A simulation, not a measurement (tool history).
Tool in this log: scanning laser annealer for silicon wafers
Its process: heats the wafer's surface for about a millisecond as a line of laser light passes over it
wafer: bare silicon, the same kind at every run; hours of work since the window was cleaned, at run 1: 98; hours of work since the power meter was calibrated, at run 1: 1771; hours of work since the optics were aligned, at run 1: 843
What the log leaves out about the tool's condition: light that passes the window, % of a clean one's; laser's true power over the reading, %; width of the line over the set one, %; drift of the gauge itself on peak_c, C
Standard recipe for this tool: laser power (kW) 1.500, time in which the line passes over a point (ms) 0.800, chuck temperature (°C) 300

| run | hour | laser power (kW) | time in which the line passes over a point (ms) | chuck temperature (°C) | hours of work since the window was cleaned | hours of work since the power meter was calibrated | hours of work since the optics were aligned | highest temperature of the surface (°C) |
|---|---|---|---|---|---|---|---|---|
| 1 | 0.0 | 1.500 | 0.800 | 300 | 98 | 1771 | 843 | 1074 |
| 2 | 32.8 | 1.500 | 0.800 | 297 | 122 | 1794 | 866 | 1077 |
| 3 | 81.7 | 1.500 | 0.800 | 300 | 157 | 1829 | 901 | 1077 |
| 4 | 148.5 | 1.500 | 0.800 | 300 | 205 | 1877 | 949 | 1072 |
| 5 | 182.8 | 1.500 | 0.879 | 300 | 229 | 1902 | 973 | 1107 |
| 6 | 248.4 | 1.500 | 0.879 | 300 | 276 | 1949 | 1020 | 1107 |
| 7 | 307.8 | 1.500 | 0.800 | 301 | 319 | 1991 | 1063 | 1069 |
| 8 | 347.0 | 1.500 | 0.800 | 294 | 347 | 2019 | 1091 | 1058 |
| 9 | 389.3 | 1.500 | 0.800 | 300 | 377 | 2050 | 1121 | 1064 |
| 10 | 448.5 | 1.500 | 0.800 | 310 | 419 | 2092 | 1164 | 1076 |
| 11 | 500.6 | 1.500 | 0.800 | 310 | 457 | 2129 | 1201 | 1075 |
| 12 | 533.2 | 1.500 | 0.651 | 300 | 480 | 2153 | 1224 | 998 |
| 13 | 608.5 | 1.500 | 0.651 | 300 | 534 | 2207 | 1278 | 995 |
|  | 634.1 | window over the wafer cleaned |
| 14 | 676.2 | 1.500 | 0.651 | 336 | 30 | 2254 | 1325 | 1044 |
| 15 | 739.3 | 1.500 | 0.651 | 336 | 75 | 2299 | 1371 | 1039 |
|  | 771.2 | optics aligned, line set to its width |
| 16 | 808.4 | 1.500 | 0.651 | 336 | 121 | 2345 | 27 | 1056 |
| 17 | 860.2 | 1.500 | 0.800 | 300 | 158 | 2382 | 64 | 1094 |
| 18 | 892.3 | 1.500 | 0.800 | 300 | 181 | 2405 | 87 | 1093 |
| 19 | 952.5 | 1.500 | 0.800 | 270 | 224 | 2448 | 130 | 1059 |
| 20 | 1007.7 | 1.500 | 0.800 | 300 | 264 | 2488 | 169 | 1087 |
| 21 | 1048.0 | 1.503 | 0.800 | 294 | 293 | 2516 | 198 | 1082 |
| 22 | 1091.6 | 1.481 | 0.721 | 300 | 324 | 2548 | 229 | 1039 |
| 23 | 1147.6 | 1.481 | 0.721 | 300 | 364 | 2588 | 269 | 1034 |
| 24 | 1217.3 | 1.470 | 0.610 | 300 | 414 | 2638 | 319 | 976 |
| 25 | 1289.8 | 1.470 | 0.622 | 312 | 466 | 2689 | 371 | 991 |
| 26 | 1357.7 | 1.500 | 0.935 | 331 | 515 | 2738 | 420 | 1164 |
| 27 | 1405.3 | 1.500 | 0.815 | 300 | 549 | 2772 | 454 | 1086 |
|  | 1413.8 | window over the wafer cleaned |
| 28 | 1440.6 | 1.500 | 0.815 | 292 | 19 | 2796 | 478 | 1088 |
| 29 | 1487.7 | 1.556 | 0.978 | 333 | 53 | 2830 | 512 | 1241 |
| 30 | 1523.2 | 1.556 | 0.978 | 333 | 78 | 2855 | 537 | 1236 |
| 31 | 1589.7 | 1.556 | 0.772 | 320 | 126 | 2903 | 585 | 1133 |
| 32 | 1641.5 | 1.500 | 0.581 | 268 | 163 | 2940 | 622 | 946 |
| 33 | 1707.4 | 1.281 | 0.570 | 288 | 210 | 2987 | 669 | 838 |
| 34 | 1746.9 | 1.500 | 0.800 | 315 | 239 | 3015 | 697 | 1096 |
| 35 | 1817.9 | 1.426 | 0.905 | 302 | 289 | 3066 | 748 | 1071 |
| 36 | 1866.6 | 1.608 | 0.884 | 334 | 324 | 3101 | 783 | 1222 |
| 37 | 1932.2 | 1.455 | 0.800 | 318 | 371 | 3148 | 830 | 1065 |
| 38 | 1972.1 | 1.635 | 0.640 | 300 | 400 | 3177 | 858 | 1080 |
| 39 | 2038.8 | 1.635 | 0.640 | 300 | 447 | 3224 | 906 | 1078 |
| 40 | 2076.0 | 1.500 | 0.676 | 271 | 474 | 3251 | 933 | 984 |

Here are 5 independent what-if runs from the current tool condition. What would each one return?
| A | 2153.0 | 1.353 | 0.800 | 300 | 529 | 3306 | 988 | ? |
| B | 2153.0 | 1.500 | 0.653 | 270 | 529 | 3306 | 988 | ? |
| C | 2153.0 | 1.316 | 0.800 | 265 | 529 | 3306 | 988 | ? |
| D | 2153.0 | 1.431 | 0.616 | 332 | 529 | 3306 | 988 | ? |
| E | 2153.0 | 1.500 | 0.848 | 287 | 529 | 3306 | 988 | ? |

| run | highest temperature of the surface (°C) |
|---|---|
| A | 971 |
| B | 972 |
| C | 914 |
| D | 977 |
| E | 1078 |
Stripped of hidden state, with their random variation kept, the same runs would have yielded:
| run | highest temperature of the surface (°C) |
|---|---|
| A | 990 |
| B | 991 |
| C | 932 |
| D | 995 |
| E | 1099 |

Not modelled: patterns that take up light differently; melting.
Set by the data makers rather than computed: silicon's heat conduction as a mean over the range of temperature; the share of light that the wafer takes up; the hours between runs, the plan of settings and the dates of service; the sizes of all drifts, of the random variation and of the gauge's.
